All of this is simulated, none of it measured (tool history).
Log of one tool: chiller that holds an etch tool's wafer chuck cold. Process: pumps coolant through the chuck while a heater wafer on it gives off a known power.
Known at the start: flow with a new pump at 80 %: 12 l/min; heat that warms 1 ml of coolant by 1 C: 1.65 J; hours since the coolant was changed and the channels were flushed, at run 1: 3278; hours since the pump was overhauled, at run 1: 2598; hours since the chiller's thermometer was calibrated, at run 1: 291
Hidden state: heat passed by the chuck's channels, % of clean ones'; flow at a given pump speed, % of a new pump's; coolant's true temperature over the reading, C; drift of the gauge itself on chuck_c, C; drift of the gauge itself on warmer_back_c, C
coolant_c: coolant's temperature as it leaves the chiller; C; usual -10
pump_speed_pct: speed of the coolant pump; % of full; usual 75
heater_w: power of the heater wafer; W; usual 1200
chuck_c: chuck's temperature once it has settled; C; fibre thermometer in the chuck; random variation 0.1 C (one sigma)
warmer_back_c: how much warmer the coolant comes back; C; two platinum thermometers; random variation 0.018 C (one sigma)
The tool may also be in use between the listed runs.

| run | hour | coolant_c | pump_speed_pct | heater_w | hours since the coolant was changed and the channels were flushed | hours since the pump was overhauled | hours since the chiller's thermometer was calibrated | chuck_c | warmer_back_c |
|---|---|---|---|---|---|---|---|---|---|
| 1 | 0 | -10 | 75 | 1200 | 3278 | 2598 | 291 | 1.5 | 4.04 |
| 2 | 64.3 | -10 | 75 | 1200 | 3342 | 2663 | 355 | 1.4 | 4.03 |
| 3 | 120.7 | -10 | 75 | 1200 | 3399 | 2719 | 412 | 1.6 | 4.05 |
| 4 | 168.1 | -10 | 75 | 1200 | 3446 | 2766 | 459 | 1.4 | 4.05 |
| 5 | 217.7 | -10 | 75 | 1200 | 3496 | 2816 | 509 | 1.7 | 4.08 |
| 6 | 283.3 | -10 | 75 | 1200 | 3562 | 2882 | 574 | 1.5 | 4.06 |
| 7 | 333.6 | -10 | 75 | 1200 | 3612 | 2932 | 625 | 1.6 | 4.07 |
| 8 | 396.6 | -10 | 75 | 1200 | 3675 | 2995 | 688 | 1.6 | 4.07 |
| 9 | 461.8 | -10 | 75 | 1200 | 3740 | 3060 | 753 | 1.6 | 4.08 |
| 10 | 493.2 | -10 | 75 | 1200 | 3771 | 3092 | 784 | 1.5 | 4.06 |
| 11 | 555 | -10 | 75 | 1200 | 3833 | 3153 | 846 | 1.6 | 4.1 |
| 12 | 608 | -10 | 75 | 1200 | 3886 | 3206 | 899 | 1.7 | 4.04 |
| 13 | 669 | -10 | 75 | 1200 | 3947 | 3267 | 960 | 1.6 | 4.1 |
| 14 | 715.3 | -10 | 75 | 1200 | 3994 | 3314 | 1006 | 1.9 | 4.07 |
| 15 | 766.2 | -10 | 75 | 1200 | 4044 | 3365 | 1057 | 1.7 | 4.05 |
| 16 | 824 | -18 | 75 | 1200 | 4102 | 3422 | 1115 | -6 | 4.11 |
| 17 | 878.2 | -18 | 72 | 1073 | 4156 | 3477 | 1169 | -7.1 | 3.81 |
| 18 | 932.6 | -1 | 95 | 907 | 4211 | 3531 | 1224 | 6.1 | 2.42 |
| 19 | 965.6 | -4 | 95 | 1413 | 4244 | 3564 | 1257 | 7.1 | 3.83 |
| 20 | 1026.5 | -3 | 87 | 917 | 4305 | 3625 | 1318 | 4.9 | 2.69 |
| 21 | 1086.2 | -6 | 75 | 1200 | 4364 | 3685 | 1377 | 5.8 | 4.05 |
| 22 | 1118.9 | -6 | 82 | 1200 | 4397 | 3717 | 1410 | 5 | 3.72 |
| 23 | 1168.7 | -20 | 62 | 1584 | 4447 | 3767 | 1460 | -1.4 | 6.59 |
| 24 | 1208 | -10 | 61 | 1072 | 4486 | 3806 | 1499 | 2.9 | 4.55 |
| 25 | 1253.5 | -10 | 77 | 1200 | 4532 | 3852 | 1545 | 1.6 | 4 |
| 26 | 1293 | -10 | 86 | 1200 | 4571 | 3891 | 1584 | 0.5 | 3.58 |
| 27 | 1359.8 | -12 | 86 | 1200 | 4638 | 3958 | 1651 | -1.4 | 3.57 |
| 28 | 1423.6 | -4 | 75 | 1200 | 4702 | 4022 | 1715 | 7.9 | 4.1 |
| 29 | 1476.2 | -10 | 93 | 1200 | 4754 | 4075 | 1767 | -0.2 | 3.31 |
| 30 | 1507.8 | -16 | 68 | 718 | 4786 | 4106 | 1799 | -8 | 2.73 |

Run 31 comes next. What will it give?
| 31 | 1540.1 | -16 | 68 | 718 | 4818 | 4138 | 1831 | ? | ? |

chuck_c: -8.1 C
warmer_back_c: 2.72 C
Without the tool's hidden state the same run would have given chuck_c -9.2 C, warmer_back_c 2.56 C.

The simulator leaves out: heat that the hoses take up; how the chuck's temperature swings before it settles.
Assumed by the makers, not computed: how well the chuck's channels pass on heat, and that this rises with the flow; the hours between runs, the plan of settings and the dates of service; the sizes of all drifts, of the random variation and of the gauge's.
